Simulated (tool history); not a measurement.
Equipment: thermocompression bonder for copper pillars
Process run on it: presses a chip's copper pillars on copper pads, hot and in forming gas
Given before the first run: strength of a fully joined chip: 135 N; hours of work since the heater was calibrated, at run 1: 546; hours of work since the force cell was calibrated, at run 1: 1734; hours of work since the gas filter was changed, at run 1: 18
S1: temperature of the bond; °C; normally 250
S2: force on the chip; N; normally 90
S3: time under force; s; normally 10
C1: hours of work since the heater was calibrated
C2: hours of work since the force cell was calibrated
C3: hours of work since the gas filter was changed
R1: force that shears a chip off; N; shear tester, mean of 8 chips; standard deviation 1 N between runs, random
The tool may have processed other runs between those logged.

run 1 day=0 | S1=250 S2=90 S3=10 | C1=546 C2=1734 C3=18 | R1=90.2
run 2 day=1.442 | S1=225 S2=90 S3=10 | C1=573 C2=1761 C3=45 | R1=69.3
run 3 day=3.433 | S1=225 S2=90 S3=10 | C1=611 C2=1798 C3=83 | R1=68.8
run 4 day=4.933 | S1=250 S2=90 S3=12 | C1=639 C2=1827 C3=111 | R1=92.2
-- day=6.088 force cell calibrated
-- day=6.208 forming gas filter changed
run 5 day=7.346 | S1=250 S2=90 S3=12 | C1=682 C2=23 C3=21 | R1=92.8
run 6 day=8.846 | S1=250 S2=56 S3=12 | C1=710 C2=51 C3=49 | R1=65.4
run 7 day=9.812 | S1=250 S2=56 S3=23 | C1=729 C2=69 C3=68 | R1=80.1
-- day=10.879 heater calibrated with a thermocouple chip
run 8 day=11.883 | S1=250 S2=56 S3=23 | C1=19 C2=107 C3=105 | R1=79.2
run 9 day=13.046 | S1=250 S2=90 S3=10 | C1=41 C2=128 C3=126 | R1=88.8
-- day=13.388 forming gas filter changed
run 10 day=15.129 | S1=250 S2=90 S3=10 | C1=79 C2=167 C3=33 | R1=88.9
run 11 day=16.208 | S1=250 S2=90 S3=10 | C1=99 C2=187 C3=53 | R1=88.2
run 12 day=17.829 | S1=250 S2=90 S3=10 | C1=130 C2=218 C3=83 | R1=87.8
run 13 day=20.2 | S1=250 S2=90 S3=10 | C1=174 C2=262 C3=128 | R1=88.3
-- day=20.575 forming gas filter changed
run 14 day=21.617 | S1=250 S2=90 S3=10 | C1=200 C2=288 C3=19 | R1=89.2
run 15 day=23.446 | S1=250 S2=90 S3=10 | C1=234 C2=322 C3=54 | R1=89.1
run 16 day=25.742 | S1=250 S2=99 S3=10 | C1=277 C2=365 C3=97 | R1=95.4
-- day=27.75 forming gas filter changed
run 17 day=27.825 | S1=250 S2=99 S3=10 | C1=316 C2=404 C3=1 | R1=94.8
run 18 day=28.892 | S1=249 S2=90 S3=10 | C1=336 C2=424 C3=21 | R1=88.5
run 19 day=31.196 | S1=249 S2=72 S3=10 | C1=379 C2=467 C3=64 | R1=74.1
run 20 day=32.625 | S1=249 S2=72 S3=10 | C1=406 C2=494 C3=91 | R1=74.4
run 21 day=34.308 | S1=249 S2=55 S3=10 | C1=438 C2=525 C3=123 | R1=58.1
-- day=34.908 forming gas filter changed
run 22 day=35.6 | S1=241 S2=90 S3=12 | C1=461 C2=549 C3=13 | R1=85.5
run 23 day=37.621 | S1=238 S2=82 S3=14 | C1=499 C2=587 C3=51 | R1=81.4
run 24 day=38.912 | S1=255 S2=104 S3=14 | C1=523 C2=611 C3=75 | R1=107.9
run 25 day=40.317 | S1=250 S2=99 S3=17 | C1=550 C2=637 C3=101 | R1=105.7
-- day=42.012 forming gas filter changed
run 26 day=42.417 | S1=251 S2=99 S3=17 | C1=588 C2=676 C3=8 | R1=106.7
run 27 day=44.158 | S1=267 S2=59 S3=10 | C1=621 C2=709 C3=40 | R1=75.7
run 28 day=45.529 | S1=264 S2=72 S3=10 | C1=647 C2=735 C3=66 | R1=86.3
run 29 day=47.05 | S1=264 S2=99 S3=13 | C1=675 C2=763 C3=94 | R1=109.6
-- day=49.121 forming gas filter changed
run 30 day=49.121 | S1=241 S2=101 S3=7 | C1=714 C2=801 C3=0 | R1=79.1
run 31 day=50.75 | S1=241 S2=101 S3=7 | C1=744 C2=832 C3=30 | R1=80.7
-- day=50.962 heater calibrated with a thermocouple chip
run 32 day=52.438 | S1=224 S2=80 S3=10 | C1=28 C2=862 C3=61 | R1=60.5
run 33 day=54.604 | S1=224 S2=80 S3=10 | C1=68 C2=903 C3=101 | R1=59.1
-- day=56.438 forming gas filter changed
run 34 day=56.446 | S1=224 S2=80 S3=10 | C1=102 C2=937 C3=0 | R1=62
run 35 day=58.804 | S1=274 S2=70 S3=14 | C1=146 C2=981 C3=44 | R1=98.5
run 36 day=61.012 | S1=261 S2=59 S3=14 | C1=188 C2=1022 C3=86 | R1=77.5
run 37 day=62.317 | S1=261 S2=59 S3=14 | C1=212 C2=1047 C3=110 | R1=78.7
run 38 day=63.358 | S1=274 S2=55 S3=15 | C1=232 C2=1066 C3=130 | R1=85.5
-- day=63.521 forming gas filter changed
run 39 day=65 | S1=237 S2=95 S3=6 | C1=262 C2=1096 C3=28 | R1=69.8

For each entry between runs, how does the tool's hidden state at the last listed run before it compare with that at the first listed run after it?
Between runs 4 and 5: force cell calibrated (day 6.088); forming gas filter changed (day 6.208)
  true temperature of the bond over the reading, C: 0.7 -> 0.8; force that reaches the chip, % of what is set: 100.8 -> 100; oxide that the forming gas leaves, % of the face: 1.1 -> 0.63
Between runs 7 and 8: heater calibrated with a thermocouple chip (day 10.879)
  true temperature of the bond over the reading, C: 0.8 -> 0; force that reaches the chip, % of what is set: 100 -> 100.1; oxide that the forming gas leaves, % of the face: 0.87 -> 1.07
Between runs 9 and 10: forming gas filter changed (day 13.388)
  oxide that the forming gas leaves, % of the face: 1.17 -> 0.68
Between runs 13 and 14: forming gas filter changed (day 20.575)
  true temperature of the bond over the reading, C: 0.2 -> 0.3; oxide that the forming gas leaves, % of the face: 1.18 -> 0.62
Between runs 16 and 17: forming gas filter changed (day 27.75)
  true temperature of the bond over the reading, C: 0.3 -> 0.4; oxide that the forming gas leaves, % of the face: 1.04 -> 0.52
Between runs 21 and 22: forming gas filter changed (day 34.908)
  force that reaches the chip, % of what is set: 100.2 -> 100.3; oxide that the forming gas leaves, % of the face: 1.16 -> 0.58
Between runs 25 and 26: forming gas filter changed (day 42.012)
  oxide that the forming gas leaves, % of the face: 1.06 -> 0.56
Between runs 29 and 30: forming gas filter changed (day 49.121)
  true temperature of the bond over the reading, C: 0.8 -> 0.9; force that reaches the chip, % of what is set: 100.3 -> 100.4; oxide that the forming gas leaves, % of the face: 1.03 -> 0.5
Between runs 31 and 32: heater calibrated with a thermocouple chip (day 50.962)
  true temperature of the bond over the reading, C: 0.9 -> 0.1; oxide that the forming gas leaves, % of the face: 0.67 -> 0.83
Between runs 33 and 34: forming gas filter changed (day 56.438)
  oxide that the forming gas leaves, % of the face: 1.01 -> 0.5
Between runs 38 and 39: forming gas filter changed (day 63.521)
  oxide that the forming gas leaves, % of the face: 1.2 -> 0.65

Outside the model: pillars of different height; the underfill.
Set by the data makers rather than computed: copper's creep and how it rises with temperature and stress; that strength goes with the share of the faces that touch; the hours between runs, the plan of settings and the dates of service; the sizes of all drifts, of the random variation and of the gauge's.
